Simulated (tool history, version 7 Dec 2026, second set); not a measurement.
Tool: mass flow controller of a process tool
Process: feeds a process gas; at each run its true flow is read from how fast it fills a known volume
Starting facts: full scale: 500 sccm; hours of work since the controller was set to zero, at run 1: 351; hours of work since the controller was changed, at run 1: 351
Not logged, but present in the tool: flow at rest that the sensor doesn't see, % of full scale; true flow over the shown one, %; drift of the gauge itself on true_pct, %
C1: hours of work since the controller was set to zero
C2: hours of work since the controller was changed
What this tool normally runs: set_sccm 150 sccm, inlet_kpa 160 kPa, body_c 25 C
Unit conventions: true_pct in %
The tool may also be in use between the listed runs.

{"run": 1, "hour": 0.0, "set_sccm": 150, "inlet_kpa": 160, "body_c": 25, "C1": 351, "C2": 351, "true_pct": 97.85}
{"run": 2, "hour": 163.9, "set_sccm": 150, "inlet_kpa": 160, "body_c": 25, "C1": 481, "C2": 481, "true_pct": 97.82}
{"run": 3, "hour": 304.8, "set_sccm": 150, "inlet_kpa": 160, "body_c": 25, "C1": 592, "C2": 592, "true_pct": 97.5}
{"run": 4, "hour": 422.6, "set_sccm": 150, "inlet_kpa": 181, "body_c": 25, "C1": 685, "C2": 685, "true_pct": 97.61}
{"run": 5, "hour": 584.5, "set_sccm": 150, "inlet_kpa": 181, "body_c": 25, "C1": 813, "C2": 813, "true_pct": 97.27}
{"run": 6, "hour": 758.9, "set_sccm": 150, "inlet_kpa": 160, "body_c": 25, "C1": 951, "C2": 951, "true_pct": 97.25}
{"run": 7, "hour": 889.7, "set_sccm": 150, "inlet_kpa": 160, "body_c": 40, "C1": 1054, "C2": 1054, "true_pct": 98.85}
{"run": 8, "hour": 963.7, "set_sccm": 150, "inlet_kpa": 160, "body_c": 40, "C1": 1113, "C2": 1113, "true_pct": 98.75}
{"run": 9, "hour": 1059.5, "set_sccm": 150, "inlet_kpa": 160, "body_c": 25, "C1": 1188, "C2": 1188, "true_pct": 97.15}
{"run": 10, "hour": 1147.0, "set_sccm": 150, "inlet_kpa": 160, "body_c": 25, "C1": 1258, "C2": 1258, "true_pct": 96.94}
{"run": 11, "hour": 1275.6, "set_sccm": 150, "inlet_kpa": 160, "body_c": 25, "C1": 1359, "C2": 1359, "true_pct": 96.9}
{"run": 12, "hour": 1356.2, "set_sccm": 164, "inlet_kpa": 160, "body_c": 25, "C1": 1423, "C2": 1423, "true_pct": 97.03}
{"run": 13, "hour": 1483.3, "set_sccm": 150, "inlet_kpa": 160, "body_c": 25, "C1": 1523, "C2": 1523, "true_pct": 96.77}
{"run": 14, "hour": 1599.4, "set_sccm": 150, "inlet_kpa": 160, "body_c": 25, "C1": 1615, "C2": 1615, "true_pct": 96.58}
{"run": 15, "hour": 1692.0, "set_sccm": 150, "inlet_kpa": 160, "body_c": 25, "C1": 1688, "C2": 1688, "true_pct": 96.65}
{"run": 16, "hour": 1769.3, "set_sccm": 119, "inlet_kpa": 225, "body_c": 24, "C1": 1749, "C2": 1749, "true_pct": 95.69}
{"run": 17, "hour": 1917.7, "set_sccm": 67, "inlet_kpa": 212, "body_c": 24, "C1": 1867, "C2": 1867, "true_pct": 94.09}

Estimate the outcome of run 18 from the log above:
{"run": 18, "hour": 2097.5, "set_sccm": 289, "inlet_kpa": 153, "body_c": 23, "C1": 2009, "C2": 2009, "true_pct": "?"}

true_pct: 97.5 %
Take away the tool's hidden state, keep the run-to-run variation as it was, and the same run would have given true_pct 98.64 %.
